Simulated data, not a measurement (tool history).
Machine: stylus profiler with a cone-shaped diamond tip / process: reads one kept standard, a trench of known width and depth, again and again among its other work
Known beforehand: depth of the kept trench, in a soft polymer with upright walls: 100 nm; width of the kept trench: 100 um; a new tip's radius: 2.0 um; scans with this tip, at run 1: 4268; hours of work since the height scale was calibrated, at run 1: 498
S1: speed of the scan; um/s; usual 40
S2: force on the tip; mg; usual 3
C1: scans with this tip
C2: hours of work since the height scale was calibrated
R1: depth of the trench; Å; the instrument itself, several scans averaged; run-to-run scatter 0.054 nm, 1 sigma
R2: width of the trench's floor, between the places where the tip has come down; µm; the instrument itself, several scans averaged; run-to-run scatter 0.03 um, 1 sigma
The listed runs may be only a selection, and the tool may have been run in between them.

run,hour,S1,S2,C1,C2,R1,R2
1,0,40,3,4268,498,1005,98.5
2,39,40,3,4519,527,1004.7,98.48
3,63.3,40,3,4675,546,1004.2,98.48
4,103.6,40,3,4934,576,1004,98.46
5,152.4,40,3,5248,613,1003.4,98.44
6,185.7,14,3,5461,637,1003.9,98.52
7,218.2,31,3,5670,662,1003.8,98.51
8,256.4,31,3,5916,691,1003.9,98.45
9,291.6,40,2.99,6142,717,1003.2,98.48
10,336.2,36,1.35,6428,750,1000.7,98.38
11,391.4,36,1.35,6783,792,1000.5,98.33
12,439.9,68,2.14,7095,828,1001.7,98.29

Run 13 has not been measured yet. What should we expect?
13,468.3,82,4.31,7277,849,?,?

{"run 13": {"R1": 1005, "R2": 98.36}}
The same run, on a tool lacking any hidden state, would have yielded R1 1008.5 Å, R2 98.6 µm.
